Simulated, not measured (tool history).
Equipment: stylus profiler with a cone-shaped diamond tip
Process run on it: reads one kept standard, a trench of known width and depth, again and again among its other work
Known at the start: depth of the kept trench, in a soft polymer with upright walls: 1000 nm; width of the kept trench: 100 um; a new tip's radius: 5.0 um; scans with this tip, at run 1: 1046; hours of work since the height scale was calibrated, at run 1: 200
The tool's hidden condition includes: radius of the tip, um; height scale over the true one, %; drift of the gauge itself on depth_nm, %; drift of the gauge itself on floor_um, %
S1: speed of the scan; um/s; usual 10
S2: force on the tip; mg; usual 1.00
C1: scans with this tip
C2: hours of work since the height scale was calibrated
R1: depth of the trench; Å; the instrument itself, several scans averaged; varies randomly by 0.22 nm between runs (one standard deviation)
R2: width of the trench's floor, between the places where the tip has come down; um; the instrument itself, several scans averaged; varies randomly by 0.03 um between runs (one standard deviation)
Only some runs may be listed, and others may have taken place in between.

{"run": 1, "day": 0.0, "S1": 10, "S2": 1.0, "C1": 1046, "C2": 200, "R1": 10079.4, "R2": 93.34}
{"run": 2, "day": 2.796, "S1": 2, "S2": 1.0, "C1": 1292, "C2": 248, "R1": 10083.0, "R2": 93.31}
{"run": 3, "day": 5.808, "S1": 2, "S2": 1.0, "C1": 1557, "C2": 298, "R1": 10082.6, "R2": 93.2}
{"run": 4, "day": 7.321, "S1": 2, "S2": 1.0, "C1": 1690, "C2": 324, "R1": 10089.4, "R2": 93.16}
{"run": 5, "day": 10.512, "S1": 10, "S2": 1.0, "C1": 1971, "C2": 378, "R1": 10083.8, "R2": 92.96}
{"run": 6, "day": 13.392, "S1": 10, "S2": 1.0, "C1": 2224, "C2": 426, "R1": 10093.6, "R2": 92.89}
{"run": 7, "day": 15.633, "S1": 10, "S2": 1.0, "C1": 2421, "C2": 464, "R1": 10093.6, "R2": 92.82}
{"run": 8, "day": 17.104, "S1": 10, "S2": 1.0, "C1": 2551, "C2": 489, "R1": 10095.0, "R2": 92.72}
{"run": 9, "day": 20.071, "S1": 10, "S2": 1.0, "C1": 2811, "C2": 539, "R1": 10095.7, "R2": 92.66}
{"run": 10, "day": 21.717, "S1": 10, "S2": 1.0, "C1": 2956, "C2": 567, "R1": 10097.0, "R2": 92.61}
{"run": 11, "day": 23.688, "S1": 10, "S2": 1.0, "C1": 3130, "C2": 600, "R1": 10102.3, "R2": 92.51}
{"run": 12, "day": 26.712, "S1": 10, "S2": 1.0, "C1": 3396, "C2": 651, "R1": 10105.5, "R2": 92.41}
{"run": 13, "day": 28.192, "S1": 10, "S2": 1.0, "C1": 3526, "C2": 676, "R1": 10105.6, "R2": 92.4}
{"run": 14, "day": 31.25, "S1": 10, "S2": 1.0, "C1": 3795, "C2": 728, "R1": 10105.4, "R2": 92.29}
{"run": 15, "day": 34.342, "S1": 10, "S2": 1.0, "C1": 4067, "C2": 780, "R1": 10112.5, "R2": 92.2}
{"run": 16, "day": 36.6, "S1": 10, "S2": 1.0, "C1": 4266, "C2": 818, "R1": 10108.9, "R2": 92.09}
{"run": 17, "day": 39.588, "S1": 10, "S2": 1.0, "C1": 4529, "C2": 868, "R1": 10113.4, "R2": 92.01}
{"run": 18, "day": 41.442, "S1": 10, "S2": 1.0, "C1": 4692, "C2": 900, "R1": 10112.1, "R2": 91.94}
{"run": 19, "day": 44.217, "S1": 6, "S2": 1.0, "C1": 4936, "C2": 947, "R1": 10118.5, "R2": 91.93}
{"run": 20, "day": 46.121, "S1": 6, "S2": 1.0, "C1": 5104, "C2": 979, "R1": 10121.2, "R2": 91.86}
{"run": 21, "day": 48.954, "S1": 6, "S2": 1.0, "C1": 5353, "C2": 1027, "R1": 10125.2, "R2": 91.79}
{"run": 22, "day": 51.983, "S1": 6, "S2": 1.0, "C1": 5619, "C2": 1078, "R1": 10127.5, "R2": 91.66}
{"run": 23, "day": 54.171, "S1": 10, "S2": 2.91, "C1": 5812, "C2": 1115, "R1": 10206.6, "R2": 91.61}
{"run": 24, "day": 57.4, "S1": 2, "S2": 0.63, "C1": 6096, "C2": 1169, "R1": 10106.2, "R2": 91.53}
{"run": 25, "day": 59.242, "S1": 29, "S2": 0.47, "C1": 6258, "C2": 1200, "R1": 10102.1, "R2": 91.1}
{"run": 26, "day": 60.762, "S1": 4, "S2": 0.71, "C1": 6392, "C2": 1226, "R1": 10116.3, "R2": 91.41}
{"day": 63.771, "done": "height scale calibrated on a step standard"}
{"run": 27, "day": 63.771, "S1": 4, "S2": 0.71, "C1": 6655, "C2": 0, "R1": 10055.0, "R2": 91.34}
{"run": 28, "day": 66.875, "S1": 16, "S2": 0.41, "C1": 6928, "C2": 52, "R1": 10037.9, "R2": 91.08}
{"run": 29, "day": 69.788, "S1": 22, "S2": 1.88, "C1": 7184, "C2": 102, "R1": 10121.1, "R2": 91.05}
{"run": 30, "day": 71.708, "S1": 10, "S2": 1.32, "C1": 7353, "C2": 134, "R1": 10090.1, "R2": 91.09}
{"run": 31, "day": 74.438, "S1": 21, "S2": 0.4, "C1": 7593, "C2": 180, "R1": 10044.9, "R2": 90.83}
{"run": 32, "day": 77.438, "S1": 15, "S2": 0.4, "C1": 7857, "C2": 231, "R1": 10046.5, "R2": 90.78}
{"run": 33, "day": 78.758, "S1": 15, "S2": 0.4, "C1": 7974, "C2": 253, "R1": 10045.6, "R2": 90.73}
{"run": 34, "day": 80.454, "S1": 15, "S2": 0.4, "C1": 8123, "C2": 282, "R1": 10051.7, "R2": 90.7}
{"run": 35, "day": 83.112, "S1": 2, "S2": 2.88, "C1": 8357, "C2": 326, "R1": 10167.4, "R2": 90.88}
{"run": 36, "day": 86.35, "S1": 16, "S2": 1.26, "C1": 8642, "C2": 381, "R1": 10100.4, "R2": 90.68}
{"run": 37, "day": 88.321, "S1": 11, "S2": 1.0, "C1": 8815, "C2": 414, "R1": 10087.3, "R2": 90.59}
{"run": 38, "day": 91.408, "S1": 39, "S2": 0.62, "C1": 9087, "C2": 466, "R1": 10072.8, "R2": 90.17}
{"run": 39, "day": 94.554, "S1": 7, "S2": 0.9, "C1": 9363, "C2": 519, "R1": 10090.6, "R2": 90.46}
{"run": 40, "day": 97.067, "S1": 10, "S2": 1.73, "C1": 9585, "C2": 562, "R1": 10132.1, "R2": 90.46}
{"run": 41, "day": 99.871, "S1": 10, "S2": 0.85, "C1": 9831, "C2": 609, "R1": 10089.6, "R2": 90.28}
{"run": 42, "day": 102.954, "S1": 10, "S2": 2.99, "C1": 10103, "C2": 661, "R1": 10186.1, "R2": 90.31}
{"run": 43, "day": 105.333, "S1": 19, "S2": 0.66, "C1": 10312, "C2": 701, "R1": 10085.0, "R2": 90.08}
{"run": 44, "day": 107.829, "S1": 19, "S2": 0.66, "C1": 10532, "C2": 743, "R1": 10090.4, "R2": 89.95}
{"run": 45, "day": 109.392, "S1": 19, "S2": 0.66, "C1": 10669, "C2": 770, "R1": 10088.0, "R2": 90.01}
{"run": 46, "day": 111.721, "S1": 4, "S2": 1.87, "C1": 10874, "C2": 809, "R1": 10148.5, "R2": 90.12}

Alternative continuations, all from the tool just after run 46; predict every row:
{"run": "A", "day": 114.612, "S1": 6, "S2": 0.34, "C1": 11128, "C2": 858, "R1": "?", "R2": "?"}
{"run": "B", "day": 114.612, "S1": 4, "S2": 2.24, "C1": 11128, "C2": 858, "R1": "?", "R2": "?"}
{"run": "C", "day": 114.612, "S1": 10, "S2": 0.51, "C1": 11128, "C2": 858, "R1": "?", "R2": "?"}
{"run": "D", "day": 114.612, "S1": 12, "S2": 2.24, "C1": 11128, "C2": 858, "R1": "?", "R2": "?"}

run=A R1=10075.2 R2=89.95
run=B R1=10164.4 R2=90.02
run=C R1=10084.9 R2=89.91
run=D R1=10167.6 R2=89.98
Had the tool no hidden state, the same runs would have come out as:
run=A R1=10038.6 R2=93.92
run=B R1=10127.5 R2=93.98
run=C R1=10048.3 R2=93.88
run=D R1=10130.7 R2=93.94
